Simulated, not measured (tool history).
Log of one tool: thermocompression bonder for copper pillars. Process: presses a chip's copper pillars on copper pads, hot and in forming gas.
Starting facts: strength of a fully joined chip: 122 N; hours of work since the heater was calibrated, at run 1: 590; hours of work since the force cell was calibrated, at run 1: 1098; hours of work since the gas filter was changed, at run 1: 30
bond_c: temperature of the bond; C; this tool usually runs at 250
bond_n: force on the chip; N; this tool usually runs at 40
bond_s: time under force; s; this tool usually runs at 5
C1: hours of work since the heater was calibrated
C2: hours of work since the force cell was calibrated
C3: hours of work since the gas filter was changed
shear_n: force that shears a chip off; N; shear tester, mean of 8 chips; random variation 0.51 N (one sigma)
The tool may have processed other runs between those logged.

run 1 hour=0.0 | bond_c=250 bond_n=40 bond_s=5 | C1=590 C2=1098 C3=30 | shear_n=71.7
run 2 hour=31.8 | bond_c=250 bond_n=40 bond_s=5 | C1=609 C2=1117 C3=49 | shear_n=71.3
run 3 hour=60.0 | bond_c=250 bond_n=40 bond_s=5 | C1=626 C2=1134 C3=66 | shear_n=69.5
run 4 hour=105.7 | bond_c=250 bond_n=40 bond_s=5 | C1=653 C2=1162 C3=94 | shear_n=66.8
-- hour=119.1 forming gas filter changed
run 5 hour=141.0 | bond_c=250 bond_n=40 bond_s=5 | C1=675 C2=1183 C3=13 | shear_n=74.8
run 6 hour=180.2 | bond_c=250 bond_n=26 bond_s=5 | C1=698 C2=1207 C3=37 | shear_n=52.7
run 7 hour=218.6 | bond_c=250 bond_n=26 bond_s=5 | C1=721 C2=1230 C3=60 | shear_n=50.6
run 8 hour=244.9 | bond_c=250 bond_n=24 bond_s=5 | C1=737 C2=1246 C3=76 | shear_n=46.2
run 9 hour=273.9 | bond_c=250 bond_n=24 bond_s=5 | C1=755 C2=1263 C3=94 | shear_n=45.3
-- hour=288.9 forming gas filter changed
run 10 hour=308.0 | bond_c=250 bond_n=24 bond_s=5 | C1=775 C2=1284 C3=12 | shear_n=49.9
run 11 hour=348.7 | bond_c=269 bond_n=54 bond_s=5 | C1=800 C2=1308 C3=36 | shear_n=95.9
run 12 hour=398.6 | bond_c=269 bond_n=54 bond_s=5 | C1=830 C2=1338 C3=66 | shear_n=94.3
run 13 hour=436.8 | bond_c=269 bond_n=54 bond_s=5 | C1=853 C2=1361 C3=89 | shear_n=91.6
-- hour=458.4 forming gas filter changed
run 14 hour=479.1 | bond_c=251 bond_n=30 bond_s=14 | C1=878 C2=1387 C3=13 | shear_n=84.3

Expected results for the next run?
run 15 hour=514.2 | bond_c=250 bond_n=40 bond_s=8 | C1=899 C2=1408 C3=34 | shear_n=?

{"run 15": {"shear_n": 84.7}}
With the hidden condition absent and the run-to-run variation left alone, this run would have shown shear_n 79.7 N.
